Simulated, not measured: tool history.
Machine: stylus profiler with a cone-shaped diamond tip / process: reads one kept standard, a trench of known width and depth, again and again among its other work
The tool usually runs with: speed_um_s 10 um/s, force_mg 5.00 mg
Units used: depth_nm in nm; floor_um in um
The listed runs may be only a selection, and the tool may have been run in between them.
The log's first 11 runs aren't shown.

Run 12, hour 240.8: usual settings but speed_um_s 3 um/s, force_mg 2.00 mg. Result: depth_nm 202.33 nm, floor_um 17.30 um.
Run 13, hour 254.4: usual settings but force_mg 4.06 mg. Result: depth_nm 204.11 nm, floor_um 17.23 um.
Run 14, hour 271.9: usual settings but force_mg 8.66 mg. Result: depth_nm 207.28 nm, floor_um 17.27 um.
Run 15, hour 297.4: usual settings but force_mg 13.59 mg. Result: depth_nm 209.99 nm, floor_um 17.21 um.
Run 16, hour 318.5: usual settings but force_mg 13.59 mg. Result: depth_nm 210.10 nm, floor_um 17.24 um.
Run 17, hour 342.5: usual settings but force_mg 13.59 mg. Result: depth_nm 210.14 nm, floor_um 17.19 um.
Run 18, hour 368.6: usual settings but force_mg 13.59 mg. Result: depth_nm 209.90 nm, floor_um 17.21 um.
Run 19, hour 394.1: usual settings but force_mg 5.96 mg. Result: depth_nm 205.64 nm, floor_um 17.20 um.
Run 20, hour 420.8: usual settings but speed_um_s 4 um/s, force_mg 5.96 mg. Result: depth_nm 205.73 nm, floor_um 17.20 um.
Run 21, hour 448.5: usual settings but speed_um_s 4 um/s, force_mg 3.91 mg. Result: depth_nm 204.02 nm, floor_um 17.13 um.
Run 22, hour 472.1: usual settings but speed_um_s 4 um/s, force_mg 2.34 mg. Result: depth_nm 203.00 nm, floor_um 17.15 um.
Run 23, hour 488.6: usual settings but speed_um_s 4 um/s, force_mg 2.34 mg. Result: depth_nm 202.71 nm, floor_um 17.11 um.
Run 24, hour 506.5: usual settings but speed_um_s 3 um/s, force_mg 5.56 mg. Result: depth_nm 205.27 nm, floor_um 17.11 um.
Run 25, hour 517.9: usual settings but speed_um_s 35 um/s, force_mg 5.59 mg. Result: depth_nm 205.35 nm, floor_um 17.03 um.
Run 26, hour 544.5: usual settings but speed_um_s 35 um/s, force_mg 12.49 mg. Result: depth_nm 209.43 nm, floor_um 16.97 um.
Run 27, hour 570.0: usual settings but speed_um_s 34 um/s, force_mg 4.20 mg. Result: depth_nm 204.36 nm, floor_um 16.98 um.
Run 28, hour 590.2: usual settings but speed_um_s 11 um/s, force_mg 8.96 mg. Result: depth_nm 207.31 nm, floor_um 17.04 um.
Run 29, hour 608.9: usual settings but speed_um_s 11 um/s, force_mg 8.96 mg. Result: depth_nm 207.33 nm, floor_um 17.00 um.
Run 30, hour 625.4: usual settings but speed_um_s 7 um/s, force_mg 5.58 mg. Result: depth_nm 205.19 nm, floor_um 17.03 um.
Run 31, hour 638.9: usual settings but speed_um_s 7 um/s, force_mg 5.58 mg. Result: depth_nm 205.20 nm, floor_um 17.01 um.
Run 32, hour 656.7: usual settings but speed_um_s 7 um/s. Result: depth_nm 204.89 nm, floor_um 17.00 um.
Run 33, hour 677.6: usual settings but speed_um_s 37 um/s, force_mg 1.84 mg. Result: depth_nm 202.46 nm, floor_um 16.85 um.
Run 34, hour 693.0: usual settings but speed_um_s 11 um/s, force_mg 7.20 mg. Result: depth_nm 206.23 nm, floor_um 17.03 um.
Run 35, hour 713.3: usual settings but speed_um_s 4 um/s, force_mg 11.55 mg. Result: depth_nm 209.02 nm, floor_um 16.99 um.

3 options for the next run, each taken on its own from the tool as it stands now. Forecast them:
Run A, hour 738.2: usual settings but speed_um_s 21 um/s, force_mg 2.60 mg. Result: depth_nm ?, floor_um ?.
Run B, hour 738.2: usual settings but speed_um_s 5 um/s, force_mg 8.08 mg. Result: depth_nm ?, floor_um ?.
Run C, hour 738.2: usual settings but speed_um_s 20 um/s, force_mg 9.26 mg. Result: depth_nm ?, floor_um ?.

run  depth_nm  floor_um
  A    202.85     16.85
  B    206.90     17.02
  C    207.63     17.00
Without the tool's hidden state the same runs would have given:
run  depth_nm  floor_um
  A    203.35     18.11
  B    207.41     18.29
  C    208.14     18.26

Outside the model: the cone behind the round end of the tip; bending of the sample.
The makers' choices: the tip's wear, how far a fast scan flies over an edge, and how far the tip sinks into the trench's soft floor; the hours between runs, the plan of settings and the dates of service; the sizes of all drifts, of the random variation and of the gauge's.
